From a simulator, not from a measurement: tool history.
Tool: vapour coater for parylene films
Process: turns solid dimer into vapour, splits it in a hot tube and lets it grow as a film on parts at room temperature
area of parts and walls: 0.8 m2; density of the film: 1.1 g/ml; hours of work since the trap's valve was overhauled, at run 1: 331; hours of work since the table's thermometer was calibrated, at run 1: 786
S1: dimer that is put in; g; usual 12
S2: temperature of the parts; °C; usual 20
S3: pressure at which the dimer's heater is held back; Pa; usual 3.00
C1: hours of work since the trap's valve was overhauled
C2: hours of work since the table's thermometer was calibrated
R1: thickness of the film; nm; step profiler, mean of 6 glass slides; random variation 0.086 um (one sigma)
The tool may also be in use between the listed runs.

run 1 hour=0.0 | S1=12 S2=20 S3=3.00 | C1=331 C2=786 | R1=10430
run 2 hour=41.5 | S1=12 S2=16 S3=3.00 | C1=362 C2=818 | R1=10950
run 3 hour=69.5 | S1=12 S2=21 S3=3.00 | C1=383 C2=839 | R1=10230
run 4 hour=88.8 | S1=12 S2=21 S3=3.00 | C1=398 C2=853 | R1=10280
run 5 hour=126.6 | S1=12 S2=20 S3=3.00 | C1=426 C2=882 | R1=10420
run 6 hour=154.0 | S1=12 S2=32 S3=3.00 | C1=447 C2=902 | R1=8520
run 7 hour=185.0 | S1=12 S2=20 S3=3.00 | C1=470 C2=926 | R1=10290
run 8 hour=205.5 | S1=12 S2=20 S3=3.00 | C1=486 C2=941 | R1=10480
run 9 hour=241.2 | S1=12 S2=20 S3=3.00 | C1=513 C2=968 | R1=10310
run 10 hour=287.4 | S1=12 S2=20 S3=3.00 | C1=547 C2=1003 | R1=10410
run 11 hour=312.3 | S1=12 S2=20 S3=2.27 | C1=566 C2=1022 | R1=10740
-- hour=348.0 trap's valve overhauled
run 12 hour=348.0 | S1=15 S2=27 S3=2.68 | C1=0 C2=1046 | R1=11700
run 13 hour=388.4 | S1=13 S2=30 S3=5.09 | C1=30 C2=1076 | R1=9040
run 14 hour=427.3 | S1=14 S2=21 S3=4.05 | C1=60 C2=1105 | R1=11740
run 15 hour=447.8 | S1=14 S2=21 S3=4.05 | C1=75 C2=1121 | R1=11660
run 16 hour=490.2 | S1=13 S2=14 S3=7.71 | C1=107 C2=1153 | R1=11310
run 17 hour=519.0 | S1=11 S2=13 S3=3.00 | C1=129 C2=1174 | R1=10780
run 18 hour=552.2 | S1=15 S2=15 S3=2.21 | C1=154 C2=1199 | R1=14700
run 19 hour=584.2 | S1=15 S2=15 S3=2.21 | C1=178 C2=1223 | R1=14450

Forecast each of these 5 alternatives for the next run:
run A hour=610.2 | S1=11 S2=17 S3=10.38 | C1=197 C2=1243 | R1=?
run B hour=610.2 | S1=12 S2=20 S3=3.23 | C1=197 C2=1243 | R1=?
run C hour=610.2 | S1=10 S2=22 S3=3.78 | C1=197 C2=1243 | R1=?
run D hour=610.2 | S1=12 S2=13 S3=2.03 | C1=197 C2=1243 | R1=?
run E hour=610.2 | S1=11 S2=25 S3=4.40 | C1=197 C2=1243 | R1=?

run=A R1=8850
run=B R1=10390
run=C R1=8160
run=D R1=12190
run=E R1=8280
Without the tool's hidden state the same runs would have given:
run=A R1=8880
run=B R1=10420
run=C R1=8180
run=D R1=12230
run=E R1=8300
